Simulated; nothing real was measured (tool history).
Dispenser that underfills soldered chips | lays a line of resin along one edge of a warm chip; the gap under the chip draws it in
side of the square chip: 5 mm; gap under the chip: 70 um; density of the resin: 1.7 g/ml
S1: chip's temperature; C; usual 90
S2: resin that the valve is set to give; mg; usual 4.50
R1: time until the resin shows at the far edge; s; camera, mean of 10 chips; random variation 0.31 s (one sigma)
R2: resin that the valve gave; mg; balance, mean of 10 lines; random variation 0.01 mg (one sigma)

run	hour	S1	S2	R1	R2
1	0.0	90	4.50	8.2	4.50
# hour 5.9: new syringe of resin
2	12.7	90	4.50	7.8	4.48
# hour 19.0: new syringe of resin
3	25.3	90	4.50	7.8	4.46
# hour 32.3: new syringe of resin
4	34.5	90	4.50	6.1	4.43
# hour 45.0: new syringe of resin
5	47.5	90	4.50	6.5	4.40
6	57.4	90	4.50	9.4	4.39
# hour 58.9: new syringe of resin
7	63.1	90	4.50	6.9	4.38
# hour 68.2: dispensing valve cleaned and set on the balance
8	71.3	90	4.50	9.0	4.51
# hour 72.6: new syringe of resin
9	84.8	90	4.50	9.1	4.47
# hour 85.8: new syringe of resin
10	91.5	90	4.50	7.0	4.47
# hour 98.6: new syringe of resin
11	101.5	90	4.50	6.4	4.46
# hour 111.7: new syringe of resin
12	114.6	90	4.50	6.1	4.43
13	120.8	90	4.50	7.8	4.41
# hour 125.3: new syringe of resin
14	130.0	90	4.50	7.5	4.41
# hour 138.6: new syringe of resin
15	138.7	90	4.50	5.7	4.39
# hour 140.6: dispensing valve cleaned and set on the balance
16	149.4	90	4.91	8.3	4.90
# hour 153.0: new syringe of resin
17	157.9	90	4.91	6.8	4.87
18	165.2	90	4.91	9.8	4.85
# hour 166.7: new syringe of resin
# hour 172.5: stage's temperature calibrated
19	177.9	90	4.91	8.8	4.85
# hour 181.3: new syringe of resin
20	186.3	99	4.29	4.9	4.23
# hour 194.4: new syringe of resin
21	199.1	83	4.30	9.9	4.20
22	205.7	83	4.30	13.6	4.20
# hour 207.4: new syringe of resin
23	212.2	94	4.25	5.9	4.13
# hour 214.3: dispensing valve cleaned and set on the balance
# hour 221.4: new syringe of resin
24	223.9	92	3.93	6.2	3.91
25	231.2	97	5.76	6.7	5.73
# hour 235.0: new syringe of resin
26	241.9	97	5.76	5.9	5.70
# hour 247.7: new syringe of resin
27	250.0	100	4.87	4.4	4.82
# hour 261.1: new syringe of resin
28	262.5	96	5.70	5.0	5.60
# hour 274.0: new syringe of resin
29	275.9	101	5.38	3.9	5.27
30	282.1	101	5.84	5.1	5.69
# hour 286.2: dispensing valve cleaned and set on the balance
# hour 288.6: new syringe of resin
31	291.0	101	5.84	3.4	5.82
32	300.2	92	3.82	9.6	3.81
# hour 301.6: new syringe of resin
33	313.4	79	4.68	17.0	4.61
# hour 314.4: new syringe of resin
34	319.1	104	4.44	3.8	4.37

Some steps in R1 between neighbouring runs. How much of each would the tool show without its hidden state too (settings, what came in, random variation), and how much is left for the hidden state, with any gauge scatter that isn't in both results?
The hidden state here: resin's viscosity, % of fresh resin's; dose that the valve gives, % of what is set; true chip temperature over the reading, C; drift of the gauge itself on fill_s, %; drift of the gauge itself on given_mg, %.
Run 21 -> 22: no setting changed, nothing entered. R1 +3.7 s: hidden state +3.8, all else -0.1.
Run 22 -> 23: S1 83 -> 94, S2 4.30 -> 4.25, new syringe of resin. R1 -7.7 s: hidden state -4.6, all else -3.1.
Run 32 -> 33: S1 92 -> 79, S2 3.82 -> 4.68, new syringe of resin. R1 +7.4 s: hidden state +3.3, all else +4.1.
Run 33 -> 34: S1 79 -> 104, S2 4.68 -> 4.44, new syringe of resin. R1 -13.2 s: hidden state -6.4, all else -6.8.

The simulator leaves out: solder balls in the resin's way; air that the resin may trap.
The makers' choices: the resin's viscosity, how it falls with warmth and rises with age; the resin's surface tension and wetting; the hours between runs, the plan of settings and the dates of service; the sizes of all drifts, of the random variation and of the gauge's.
